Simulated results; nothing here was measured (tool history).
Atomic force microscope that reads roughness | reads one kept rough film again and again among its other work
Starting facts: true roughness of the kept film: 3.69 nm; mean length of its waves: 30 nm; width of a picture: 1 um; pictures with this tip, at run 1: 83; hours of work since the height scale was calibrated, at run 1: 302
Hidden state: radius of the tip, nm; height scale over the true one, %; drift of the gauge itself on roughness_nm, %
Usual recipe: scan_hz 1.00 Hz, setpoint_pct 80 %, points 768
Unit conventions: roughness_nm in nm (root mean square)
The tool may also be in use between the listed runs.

run   hour  scan_hz  setpoint_pct  points  pictures with this tip  hours of work since the height scale was calibrated  roughness_nm
  1    0.0     1.00            80     768                      83                                                  302         2.787
  2   25.0     1.00            80     768                     112                                                  313         2.713
  3   62.1     1.00            80     522                     154                                                  329         2.640
  4   96.9     0.59            80     768                     194                                                  344         2.659
  5  119.6     3.01            80     768                     220                                                  354         2.120
  6  137.6     3.01            80     416                     240                                                  362         2.095
     141.3  -- new tip fitted
  7  162.1     1.00            62     768                      24                                                  373         3.125
  8  179.8     1.00            83     768                      44                                                  380         2.825
  9  222.0     1.00            80     768                      92                                                  399         2.780
 10  242.7     1.00            80     768                     116                                                  408         2.739
 11  262.4     1.00            80     768                     138                                                  417         2.722
 12  294.1     0.65            80     768                     174                                                  431         2.720
 13  315.9     0.65            80     768                     199                                                  440         2.677

Predict the results of run 14:
 14  334.5     0.65            80     768                     220                                                  448             ?

{"run 14": {"roughness_nm": 2.64}}
Had the tool carried no hidden state, the very same run would have given roughness_nm 3.127 nm (root mean square).

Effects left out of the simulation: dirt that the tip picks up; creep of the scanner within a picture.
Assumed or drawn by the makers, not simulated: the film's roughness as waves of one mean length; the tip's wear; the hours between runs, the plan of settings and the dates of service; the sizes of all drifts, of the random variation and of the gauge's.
